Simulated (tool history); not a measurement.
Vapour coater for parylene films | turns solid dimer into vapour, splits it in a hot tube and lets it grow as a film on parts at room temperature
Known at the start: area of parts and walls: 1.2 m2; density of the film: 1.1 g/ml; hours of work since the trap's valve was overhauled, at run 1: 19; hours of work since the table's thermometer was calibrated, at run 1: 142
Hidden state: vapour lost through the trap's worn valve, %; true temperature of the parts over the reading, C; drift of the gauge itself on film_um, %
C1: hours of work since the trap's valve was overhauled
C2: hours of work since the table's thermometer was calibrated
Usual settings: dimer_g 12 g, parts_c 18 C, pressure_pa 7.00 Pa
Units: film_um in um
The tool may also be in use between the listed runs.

run 1 day=0.000 | dimer_g=12 parts_c=18 pressure_pa=7.00 | C1=19 C2=142 | film_um=5.02
run 2 day=0.667 | dimer_g=12 parts_c=18 pressure_pa=7.00 | C1=29 C2=152 | film_um=5.01
run 3 day=1.371 | dimer_g=12 parts_c=18 pressure_pa=7.00 | C1=40 C2=163 | film_um=5.16
run 4 day=2.025 | dimer_g=12 parts_c=18 pressure_pa=7.00 | C1=50 C2=173 | film_um=5.07
run 5 day=2.796 | dimer_g=12 parts_c=18 pressure_pa=3.95 | C1=62 C2=185 | film_um=5.16
run 6 day=3.583 | dimer_g=12 parts_c=18 pressure_pa=7.00 | C1=74 C2=197 | film_um=4.98
run 7 day=4.229 | dimer_g=11 parts_c=18 pressure_pa=7.00 | C1=84 C2=207 | film_um=4.63
run 8 day=4.996 | dimer_g=11 parts_c=18 pressure_pa=7.00 | C1=96 C2=219 | film_um=4.62
run 9 day=5.771 | dimer_g=11 parts_c=18 pressure_pa=7.00 | C1=108 C2=231 | film_um=4.64
run 10 day=6.512 | dimer_g=12 parts_c=18 pressure_pa=7.00 | C1=119 C2=242 | film_um=5.03
run 11 day=7.075 | dimer_g=12 parts_c=18 pressure_pa=7.00 | C1=128 C2=251 | film_um=5.11
run 12 day=7.517 | dimer_g=12 parts_c=18 pressure_pa=7.00 | C1=134 C2=258 | film_um=5.05
run 13 day=8.100 | dimer_g=12 parts_c=18 pressure_pa=7.00 | C1=143 C2=267 | film_um=4.99
run 14 day=8.479 | dimer_g=12 parts_c=18 pressure_pa=7.00 | C1=149 C2=273 | film_um=5.05
run 15 day=9.088 | dimer_g=12 parts_c=18 pressure_pa=7.00 | C1=159 C2=282 | film_um=5.05
run 16 day=9.500 | dimer_g=9 parts_c=18 pressure_pa=7.00 | C1=165 C2=288 | film_um=3.73
run 17 day=9.838 | dimer_g=9 parts_c=18 pressure_pa=7.00 | C1=170 C2=293 | film_um=3.81
run 18 day=10.558 | dimer_g=12 parts_c=18 pressure_pa=7.00 | C1=181 C2=305 | film_um=5.02
run 19 day=10.917 | dimer_g=12 parts_c=18 pressure_pa=7.00 | C1=187 C2=310 | film_um=5.02
run 20 day=11.433 | dimer_g=16 parts_c=18 pressure_pa=7.00 | C1=195 C2=318 | film_um=6.71
run 21 day=11.942 | dimer_g=18 parts_c=12 pressure_pa=7.34 | C1=203 C2=326 | film_um=8.89
run 22 day=12.625 | dimer_g=18 parts_c=14 pressure_pa=8.30 | C1=213 C2=336 | film_um=8.28
run 23 day=13.338 | dimer_g=18 parts_c=14 pressure_pa=8.30 | C1=224 C2=347 | film_um=8.31
run 24 day=13.912 | dimer_g=17 parts_c=17 pressure_pa=7.00 | C1=233 C2=356 | film_um=7.38
run 25 day=14.562 | dimer_g=12 parts_c=10 pressure_pa=2.89 | C1=243 C2=366 | film_um=6.67
run 26 day=15.371 | dimer_g=6 parts_c=15 pressure_pa=2.89 | C1=255 C2=379 | film_um=2.99
run 27 day=15.742 | dimer_g=10 parts_c=18 pressure_pa=2.75 | C1=261 C2=384 | film_um=4.44
run 28 day=16.429 | dimer_g=12 parts_c=16 pressure_pa=6.16 | C1=272 C2=395 | film_um=5.31
run 29 day=16.962 | dimer_g=10 parts_c=14 pressure_pa=7.00 | C1=280 C2=403 | film_um=4.67
run 30 day=17.446 | dimer_g=17 parts_c=21 pressure_pa=7.00 | C1=287 C2=411 | film_um=6.45
run 31 day=18.067 | dimer_g=15 parts_c=18 pressure_pa=7.00 | C1=297 C2=420 | film_um=6.31
run 32 day=18.488 | dimer_g=15 parts_c=18 pressure_pa=7.00 | C1=303 C2=427 | film_um=6.24
run 33 day=19.175 | dimer_g=15 parts_c=18 pressure_pa=4.75 | C1=314 C2=437 | film_um=6.41
-- day=19.438 trap's valve overhauled
run 34 day=19.867 | dimer_g=16 parts_c=24 pressure_pa=7.08 | C1=7 C2=445 | film_um=5.64
run 35 day=20.525 | dimer_g=14 parts_c=14 pressure_pa=3.47 | C1=17 C2=455 | film_um=6.98

Forecast each of these 3 alternatives for the next run:
run A day=20.879 | dimer_g=19 parts_c=18 pressure_pa=7.00 | C1=22 C2=461 | film_um=?
run B day=20.879 | dimer_g=6 parts_c=18 pressure_pa=3.07 | C1=22 C2=461 | film_um=?
run C day=20.879 | dimer_g=11 parts_c=10 pressure_pa=11.05 | C1=22 C2=461 | film_um=?

run=A film_um=8.05
run=B film_um=2.63
run=C film_um=5.68
Without the tool's hidden state the same runs would have given:
run=A film_um=8.05
run=B film_um=2.62
run=C film_um=5.68
